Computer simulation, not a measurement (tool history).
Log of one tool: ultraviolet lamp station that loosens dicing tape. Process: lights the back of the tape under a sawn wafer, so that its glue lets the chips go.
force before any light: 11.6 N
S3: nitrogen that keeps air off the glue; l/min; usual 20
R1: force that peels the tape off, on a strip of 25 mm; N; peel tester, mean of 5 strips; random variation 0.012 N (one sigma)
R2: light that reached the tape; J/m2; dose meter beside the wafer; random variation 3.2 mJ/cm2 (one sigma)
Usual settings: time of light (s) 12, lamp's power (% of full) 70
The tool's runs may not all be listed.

Run 1, hour 0.0: usual settings. Result: R1 0.581 N, R2 4990 J/m2.
Run 2, hour 9.1: usual settings. Result: R1 0.557 N, R2 4940 J/m2.
Run 3, hour 16.7: usual settings. Result: R1 0.554 N, R2 4980 J/m2.
Run 4, hour 27.3: usual settings but time of light (s) 9. Result: R1 1.193 N, R2 3800 J/m2.
Run 5, hour 38.6: usual settings. Result: R1 0.566 N, R2 4990 J/m2.
Run 6, hour 47.2: usual settings. Result: R1 0.577 N, R2 4990 J/m2.
Run 7, hour 60.6: usual settings but time of light (s) 20. Result: R1 0.125 N, R2 8330 J/m2.
Run 8, hour 70.5: usual settings but time of light (s) 20, S3 18 l/min. Result: R1 0.133 N, R2 8290 J/m2.
Run 9, hour 80.4: usual settings but time of light (s) 20, S3 18 l/min. Result: R1 0.135 N, R2 8360 J/m2.
Run 10, hour 87.8: usual settings but time of light (s) 16, S3 18 l/min. Result: R1 0.256 N, R2 6640 J/m2.
Run 11, hour 99.3: usual settings but time of light (s) 16, lamp's power (% of full) 82, S3 18 l/min. Result: R1 0.172 N, R2 7800 J/m2.
Run 12, hour 109.6: usual settings but time of light (s) 16, lamp's power (% of full) 82, S3 18 l/min. Result: R1 0.161 N, R2 7750 J/m2.
Run 13, hour 116.1: usual settings but time of light (s) 16, lamp's power (% of full) 82, S3 18 l/min. Result: R1 0.173 N, R2 7780 J/m2.
Run 14, hour 122.7: usual settings but time of light (s) 16, lamp's power (% of full) 82, S3 18 l/min. Result: R1 0.175 N, R2 7760 J/m2.
Run 15, hour 134.3: usual settings but time of light (s) 16, lamp's power (% of full) 82, S3 18 l/min. Result: R1 0.162 N, R2 7810 J/m2.
Run 16, hour 146.3: usual settings but lamp's power (% of full) 63. Result: R1 0.744 N, R2 4520 J/m2.
Run 17, hour 156.3: usual settings but time of light (s) 14. Result: R1 0.370 N, R2 5780 J/m2.
Run 18, hour 168.3: usual settings but time of light (s) 14. Result: R1 0.372 N, R2 5830 J/m2.
Run 19, hour 177.7: usual settings but time of light (s) 19. Result: R1 0.149 N, R2 7850 J/m2.
Run 20, hour 189.5: usual settings but time of light (s) 19. Result: R1 0.154 N, R2 7830 J/m2.
Run 21, hour 201.4: usual settings. Result: R1 0.565 N, R2 4980 J/m2.
Run 22, hour 207.1: usual settings but S3 14 l/min. Result: R1 0.724 N, R2 5020 J/m2.
Run 23, hour 217.2: usual settings but S3 14 l/min. Result: R1 0.728 N, R2 5020 J/m2.
Run 24, hour 225.7: usual settings but S3 14 l/min. Result: R1 0.723 N, R2 4980 J/m2.
Run 25, hour 234.1: usual settings but time of light (s) 9, S3 14 l/min. Result: R1 1.438 N, R2 3730 J/m2.
Run 26, hour 244.2: usual settings but time of light (s) 9, S3 14 l/min. Result: R1 1.476 N, R2 3700 J/m2.
Run 27, hour 252.4: usual settings but time of light (s) 9, lamp's power (% of full) 61, S3 10 l/min. Result: R1 2.225 N, R2 3230 J/m2.
Run 28, hour 266.1: usual settings but time of light (s) 9, lamp's power (% of full) 66, S3 33 l/min. Result: R1 1.040 N, R2 3530 J/m2.
Run 29, hour 279.2: usual settings but time of light (s) 19, S3 9 l/min. Result: R1 0.285 N, R2 7830 J/m2.
Run 30, hour 285.7: usual settings but time of light (s) 15, lamp's power (% of full) 100, S3 8 l/min. Result: R1 0.214 N, R2 8900 J/m2.
Run 31, hour 299.7: usual settings but time of light (s) 15, S3 12 l/min. Result: R1 0.458 N, R2 6220 J/m2.
Run 32, hour 309.3: usual settings but time of light (s) 13, lamp's power (% of full) 67, S3 9 l/min. Result: R1 0.967 N, R2 5100 J/m2.
Run 33, hour 320.4: usual settings but time of light (s) 7, lamp's power (% of full) 83, S3 32 l/min. Result: R1 1.112 N, R2 3440 J/m2.
Run 34, hour 330.9: usual settings but time of light (s) 7, lamp's power (% of full) 83, S3 32 l/min. Result: R1 1.067 N, R2 3430 J/m2.
Run 35, hour 344.9: usual settings but time of light (s) 23. Result: R1 0.086 N, R2 9530 J/m2.
Run 36, hour 357.5: usual settings but time of light (s) 23. Result: R1 0.091 N, R2 9590 J/m2.
Run 37, hour 365.5: usual settings but time of light (s) 21, lamp's power (% of full) 77, S3 33 l/min. Result: R1 0.079 N, R2 9480 J/m2.
Run 38, hour 375.5: usual settings but time of light (s) 10, lamp's power (% of full) 75, S3 33 l/min. Result: R1 0.565 N, R2 4480 J/m2.
Run 39, hour 381.9: usual settings but time of light (s) 10, lamp's power (% of full) 95, S3 7 l/min. Result: R1 0.951 N, R2 5600 J/m2.
Run 40, hour 390.4: usual settings but time of light (s) 10, lamp's power (% of full) 73, S3 8 l/min. Result: R1 1.462 N, R2 4330 J/m2.
Run 41, hour 397.0: usual settings but time of light (s) 10, lamp's power (% of full) 73, S3 8 l/min. Result: R1 1.493 N, R2 4310 J/m2.
Run 42, hour 407.3: usual settings but time of light (s) 10, lamp's power (% of full) 73, S3 6 l/min. Result: R1 1.793 N, R2 4320 J/m2.

Taken out of this log: 1 entry between the listed runs. Where each belongs, and how the hidden state differs across it:
Between runs 1 and 2: window cleaned of glue's vapour (hour 3.4)
  light that the window lets through, % of a clean one's: 99.8 -> 100

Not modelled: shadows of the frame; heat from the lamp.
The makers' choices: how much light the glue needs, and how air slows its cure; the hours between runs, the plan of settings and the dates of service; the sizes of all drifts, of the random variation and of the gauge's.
